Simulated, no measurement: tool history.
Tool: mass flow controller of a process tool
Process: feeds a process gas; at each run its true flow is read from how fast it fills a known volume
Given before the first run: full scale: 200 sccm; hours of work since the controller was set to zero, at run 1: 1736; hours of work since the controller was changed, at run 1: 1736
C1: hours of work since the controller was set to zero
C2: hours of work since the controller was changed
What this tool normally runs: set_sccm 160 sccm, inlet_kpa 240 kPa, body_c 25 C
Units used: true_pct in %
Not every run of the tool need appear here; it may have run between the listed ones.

Run 1, hour 0.0: usual settings; C1 1736; C2 1736. Result: true_pct 99.76 %.
Run 2, hour 63.6: usual settings; C1 1771; C2 1771. Result: true_pct 99.74 %.
Run 3, hour 199.3: usual settings; C1 1846; C2 1846. Result: true_pct 99.79 %.
Run 4, hour 303.6: usual settings; C1 1904; C2 1904. Result: true_pct 99.74 %.
Run 5, hour 405.2: usual settings; C1 1960; C2 1960. Result: true_pct 99.76 %.
Run 6, hour 479.6: usual settings but inlet_kpa 144 kPa; C1 2001; C2 2001. Result: true_pct 99.35 %.
Run 7, hour 585.5: usual settings but inlet_kpa 144 kPa; C1 2060; C2 2060. Result: true_pct 99.26 %.
Run 8, hour 711.7: usual settings but inlet_kpa 144 kPa; C1 2130; C2 2130. Result: true_pct 99.20 %.
Run 9, hour 842.3: usual settings but inlet_kpa 144 kPa; C1 2202; C2 2202. Result: true_pct 99.38 %.
Run 10, hour 904.5: usual settings but inlet_kpa 144 kPa; C1 2236; C2 2236. Result: true_pct 99.39 %.
Run 11, hour 965.8: usual settings; C1 2270; C2 2270. Result: true_pct 99.97 %.
Run 12, hour 1103.4: usual settings but body_c 38 C; C1 2347; C2 2347. Result: true_pct 101.34 %.
Run 13, hour 1218.7: usual settings but body_c 38 C; C1 2410; C2 2410. Result: true_pct 101.31 %.
Run 14, hour 1302.6: usual settings but body_c 38 C; C1 2457; C2 2457. Result: true_pct 101.52 %.
Run 15, hour 1363.4: usual settings but body_c 38 C; C1 2490; C2 2490. Result: true_pct 101.44 %.
Run 16, hour 1445.9: usual settings but inlet_kpa 251 kPa, body_c 38 C; C1 2536; C2 2536. Result: true_pct 101.43 %.
Run 17, hour 1524.6: usual settings but set_sccm 24 sccm; C1 2580; C2 2580. Result: true_pct 96.21 %.
Run 18, hour 1601.4: usual settings but inlet_kpa 156 kPa; C1 2622; C2 2622. Result: true_pct 99.39 %.
Run 19, hour 1687.1: usual settings but inlet_kpa 156 kPa; C1 2669; C2 2669. Result: true_pct 99.51 %.
Run 20, hour 1776.5: usual settings but inlet_kpa 156 kPa; C1 2719; C2 2719. Result: true_pct 99.55 %.
Run 21, hour 1871.2: usual settings but set_sccm 118 sccm, inlet_kpa 239 kPa; C1 2771; C2 2771. Result: true_pct 99.25 %.
Run 22, hour 1978.3: usual settings but set_sccm 118 sccm, inlet_kpa 239 kPa, body_c 21 C; C1 2831; C2 2831. Result: true_pct 98.89 %.
Run 23, hour 2064.2: usual settings but inlet_kpa 140 kPa, body_c 28 C; C1 2878; C2 2878. Result: true_pct 99.81 %.
Run 24, hour 2162.4: usual settings but inlet_kpa 277 kPa, body_c 30 C; C1 2932; C2 2932. Result: true_pct 100.79 %.
Run 25, hour 2226.6: usual settings but set_sccm 134 sccm, inlet_kpa 225 kPa, body_c 34 C; C1 2968; C2 2968. Result: true_pct 100.42 %.
Run 26, hour 2298.6: usual settings but set_sccm 154 sccm, inlet_kpa 209 kPa, body_c 21 C; C1 3008; C2 3008. Result: true_pct 99.25 %.
Run 27, hour 2416.8: usual settings but set_sccm 125 sccm, inlet_kpa 173 kPa, body_c 36 C; C1 3073; C2 3073. Result: true_pct 100.21 %.
Run 28, hour 2519.3: usual settings but set_sccm 42 sccm, inlet_kpa 173 kPa, body_c 36 C; C1 3130; C2 3130. Result: true_pct 98.22 %.
Run 29, hour 2594.2: usual settings but set_sccm 141 sccm, inlet_kpa 173 kPa, body_c 34 C; C1 3171; C2 3171. Result: true_pct 100.47 %.
Run 30, hour 2714.6: usual settings but set_sccm 141 sccm, inlet_kpa 173 kPa, body_c 34 C; C1 3238; C2 3238. Result: true_pct 100.49 %.
Run 31, hour 2841.7: usual settings but set_sccm 37 sccm; C1 3308; C2 3308. Result: true_pct 97.10 %.
Run 32, hour 2948.5: usual settings but set_sccm 31 sccm, inlet_kpa 235 kPa, body_c 30 C; C1 3367; C2 3367. Result: true_pct 97.27 %.
Run 33, hour 3076.9: usual settings but set_sccm 31 sccm, inlet_kpa 235 kPa, body_c 30 C; C1 3439; C2 3439. Result: true_pct 97.07 %.
Run 34, hour 3145.7: usual settings but set_sccm 32 sccm, inlet_kpa 166 kPa, body_c 30 C; C1 3477; C2 3477. Result: true_pct 96.94 %.
Run 35, hour 3276.5: usual settings but set_sccm 32 sccm, inlet_kpa 166 kPa, body_c 30 C; C1 3549; C2 3549. Result: true_pct 96.82 %.
Run 36, hour 3364.6: usual settings but set_sccm 32 sccm, inlet_kpa 159 kPa, body_c 33 C; C1 3598; C2 3598. Result: true_pct 97.07 %.
Run 37, hour 3442.7: usual settings but set_sccm 115 sccm, inlet_kpa 220 kPa, body_c 36 C; C1 3641; C2 3641. Result: true_pct 100.48 %.

Branching from run 37: 4 alternative next runs. What would each branch give?
Run A, hour 3533.2: usual settings but set_sccm 111 sccm, inlet_kpa 191 kPa, body_c 21 C; C1 3691; C2 3691. Result: true_pct ?.
Run B, hour 3533.2: usual settings but set_sccm 115 sccm, inlet_kpa 159 kPa, body_c 36 C; C1 3691; C2 3691. Result: true_pct ?.
Run C, hour 3533.2: usual settings but set_sccm 120 sccm, inlet_kpa 198 kPa, body_c 21 C; C1 3691; C2 3691. Result: true_pct ?.
Run D, hour 3533.2: usual settings but set_sccm 46 sccm, inlet_kpa 146 kPa, body_c 30 C; C1 3691; C2 3691. Result: true_pct ?.

run  true_pct
  A     98.48
  B    100.03
  C     98.74
  D     97.39
Take away the tool's hidden state, keep each run's random variation, and the runs would have read:
run  true_pct
  A     98.00
  B     99.53
  C     98.21
  D     97.62
